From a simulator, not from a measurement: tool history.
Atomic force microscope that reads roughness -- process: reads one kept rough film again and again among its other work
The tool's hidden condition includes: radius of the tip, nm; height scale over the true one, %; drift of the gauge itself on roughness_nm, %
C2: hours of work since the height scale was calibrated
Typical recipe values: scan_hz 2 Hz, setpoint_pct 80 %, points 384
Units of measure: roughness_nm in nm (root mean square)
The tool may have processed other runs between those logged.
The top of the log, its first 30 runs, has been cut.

run 31 hour=1254.3 | scan_hz=0.61 setpoint_pct=80 points=445 | pictures_with_this_tip=78 C2=2108 | roughness_nm=2.556
-- hour=1309.1 new tip fitted
run 32 hour=1311.8 | scan_hz=0.58 setpoint_pct=77 points=479 | pictures_with_this_tip=3 C2=2146 | roughness_nm=2.926
run 33 hour=1352.1 | scan_hz=1.06 setpoint_pct=70 points=274 | pictures_with_this_tip=56 C2=2173 | roughness_nm=2.642
run 34 hour=1408.9 | scan_hz=1.06 setpoint_pct=70 points=274 | pictures_with_this_tip=131 C2=2211 | roughness_nm=2.38
-- hour=1423.1 new tip fitted
run 35 hour=1451.4 | scan_hz=1.06 setpoint_pct=70 points=274 | pictures_with_this_tip=37 C2=2239 | roughness_nm=2.728
run 36 hour=1478.6 | scan_hz=1.06 setpoint_pct=70 points=274 | pictures_with_this_tip=73 C2=2257 | roughness_nm=2.578
-- hour=1521.1 height scale calibrated on a step standard
run 37 hour=1535.3 | scan_hz=1.06 setpoint_pct=70 points=274 | pictures_with_this_tip=146 C2=9 | roughness_nm=2.258
-- hour=1540 new tip fitted
run 38 hour=1596.7 | scan_hz=1.06 setpoint_pct=70 points=274 | pictures_with_this_tip=75 C2=50 | roughness_nm=2.537
run 39 hour=1632.9 | scan_hz=0.6 setpoint_pct=63 points=684 | pictures_with_this_tip=122 C2=74 | roughness_nm=2.444
-- hour=1652.5 new tip fitted
run 40 hour=1660.8 | scan_hz=1.23 setpoint_pct=63 points=1020 | pictures_with_this_tip=11 C2=93 | roughness_nm=2.844
run 41 hour=1691.7 | scan_hz=0.85 setpoint_pct=82 points=680 | pictures_with_this_tip=52 C2=113 | roughness_nm=2.578
run 42 hour=1744.8 | scan_hz=1.02 setpoint_pct=55 points=384 | pictures_with_this_tip=121 C2=149 | roughness_nm=2.462
-- hour=1768.3 new tip fitted
run 43 hour=1791.5 | scan_hz=1.02 setpoint_pct=55 points=384 | pictures_with_this_tip=31 C2=179 | roughness_nm=2.802
run 44 hour=1827.3 | scan_hz=1.02 setpoint_pct=74 points=384 | pictures_with_this_tip=78 C2=203 | roughness_nm=2.509
-- hour=1881.9 new tip fitted
run 45 hour=1882 | scan_hz=0.55 setpoint_pct=74 points=512 | pictures_with_this_tip=0 C2=239 | roughness_nm=2.896

Below are 5 alternative next runs, each starting from the tool's condition after run 45. Predict each:
run A hour=1933.1 | scan_hz=2 setpoint_pct=75 points=427 | pictures_with_this_tip=67 C2=273 | roughness_nm=?
run B hour=1933.1 | scan_hz=2.77 setpoint_pct=64 points=512 | pictures_with_this_tip=67 C2=273 | roughness_nm=?
run C hour=1933.1 | scan_hz=0.55 setpoint_pct=79 points=912 | pictures_with_this_tip=67 C2=273 | roughness_nm=?
run D hour=1933.1 | scan_hz=0.55 setpoint_pct=85 points=627 | pictures_with_this_tip=67 C2=273 | roughness_nm=?
run E hour=1933.1 | scan_hz=2.08 setpoint_pct=65 points=511 | pictures_with_this_tip=67 C2=273 | roughness_nm=?

run=A roughness_nm=2.432
run=B roughness_nm=2.517
run=C roughness_nm=2.643
run=D roughness_nm=2.594
run=E roughness_nm=2.559
Stripped of hidden state, with their random variation kept, the same runs would have yielded:
run=A roughness_nm=2.675
run=B roughness_nm=2.768
run=C roughness_nm=2.907
run=D roughness_nm=2.853
run=E roughness_nm=2.814

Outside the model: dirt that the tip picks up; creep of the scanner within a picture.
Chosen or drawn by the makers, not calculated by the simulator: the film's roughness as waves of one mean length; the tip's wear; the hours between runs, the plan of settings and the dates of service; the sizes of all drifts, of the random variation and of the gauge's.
